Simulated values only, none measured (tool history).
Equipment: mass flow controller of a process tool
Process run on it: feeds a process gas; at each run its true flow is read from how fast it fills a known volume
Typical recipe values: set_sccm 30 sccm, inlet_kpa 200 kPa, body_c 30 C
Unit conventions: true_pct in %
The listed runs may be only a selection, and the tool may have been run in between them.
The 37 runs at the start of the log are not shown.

run,hour,set_sccm,inlet_kpa,body_c,hours of work since the controller was set to zero,hours of work since the controller was changed,true_pct
38,2118.6,32,168,33,3075,3075,101.58
39,2198.2,29,195,26,3136,3136,100.98
40,2246.5,23,236,29,3173,3173,100.96
41,2304.4,23,236,29,3218,3218,100.90
42,2363.6,23,236,29,3264,3264,101.04
43,2408.8,30,200,31,3299,3299,101.44
44,2445.7,9,170,30,3327,3327,100.15
45,2495.4,9,170,30,3365,3365,100.09
46,2535.9,6,148,21,3397,3397,98.89
47,2606.6,8,200,28,3451,3451,99.83
48,2671.3,48,200,30,3501,3501,101.89

Each row is a separate what-if for the run after 48, all from the same tool condition, not one after another. Results?
A,2744.0,42,245,27,3557,3557,?
B,2744.0,8,243,30,3557,3557,?
C,2744.0,9,200,31,3557,3557,?
D,2744.0,7,151,30,3557,3557,?

run,true_pct
A,101.43
B,99.89
C,100.24
D,99.82
Take away the tool's hidden state, keep each run's random variation, and the runs would have read:
run,true_pct
A,99.87
B,99.48
C,99.67
D,99.60
